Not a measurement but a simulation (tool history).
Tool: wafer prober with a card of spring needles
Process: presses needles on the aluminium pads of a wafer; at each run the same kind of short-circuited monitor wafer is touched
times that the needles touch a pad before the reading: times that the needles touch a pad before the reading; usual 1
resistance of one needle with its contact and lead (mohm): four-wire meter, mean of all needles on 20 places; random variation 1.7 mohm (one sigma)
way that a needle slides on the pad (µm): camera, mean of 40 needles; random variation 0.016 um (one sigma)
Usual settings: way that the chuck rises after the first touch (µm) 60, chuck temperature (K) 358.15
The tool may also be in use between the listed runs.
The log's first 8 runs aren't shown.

run	hour	way that the chuck rises after the first touch (µm)	chuck temperature (K)	times that the needles touch a pad before the reading	touches since the tips were cleaned	cleanings since the card got new needles	touches since the first contact's height was set	resistance of one needle with its contact and lead (mohm)	way that a needle slides on the pad (µm)
# hour 92.5: tips cleaned on abrasive film
# hour 102.8: tips cleaned on abrasive film
9	103.8	50	358.15	1	660	78	70074	238	10.30
# hour 112.9: tips cleaned on abrasive film
10	115.3	50	358.15	1	1656	79	77834	272	10.30
# hour 122.6: tips cleaned on abrasive film
11	123.2	60	303.15	1	397	80	83141	188	12.37
# hour 132.1: tips cleaned on abrasive film
12	139.3	60	312.15	1	4868	81	94014	286	12.33
# hour 142.0: tips cleaned on abrasive film
13	147.0	60	358.15	1	3410	82	99167	276	12.35
# hour 152.4: tips cleaned on abrasive film
14	160.6	60	358.15	1	5578	83	108346	291	12.31
# hour 162.0: tips cleaned on abrasive film
# hour 171.4: tips cleaned on abrasive film
15	176.8	60	358.15	1	3636	85	119215	277	12.31
# hour 180.7: tips cleaned on abrasive film
# hour 183.5: height of the first contact set anew
16	185.1	60	321.15	1	2783	86	1139	259	12.52
# hour 191.6: tips cleaned on abrasive film
17	195.5	56	359.15	1	2693	87	8124	266	11.70
# hour 201.4: tips cleaned on abrasive film
18	206.9	56	359.15	1	3752	88	15797	287	11.67
# hour 211.6: tips cleaned on abrasive film
# hour 221.6: tips cleaned on abrasive film
19	222.2	52	344.15	3	423	90	26065	190	10.82
# hour 232.0: tips cleaned on abrasive film
20	240.4	79	358.15	1	5686	91	38342	240	16.43
# hour 241.5: tips cleaned on abrasive film
21	248.0	79	358.15	1	4423	92	43469	228	16.47

The next listed run, before its measurement:
# hour 252.0: tips cleaned on abrasive film
22	259.0	60	325.15	1	4794	93	50873	?	?

resistance of one needle with its contact and lead (mohm): 288
way that a needle slides on the pad (µm): 12.43
Without the tool's hidden state the same run would have given resistance of one needle with its contact and lead (mohm) 168, way that a needle slides on the pad (µm) 12.52.
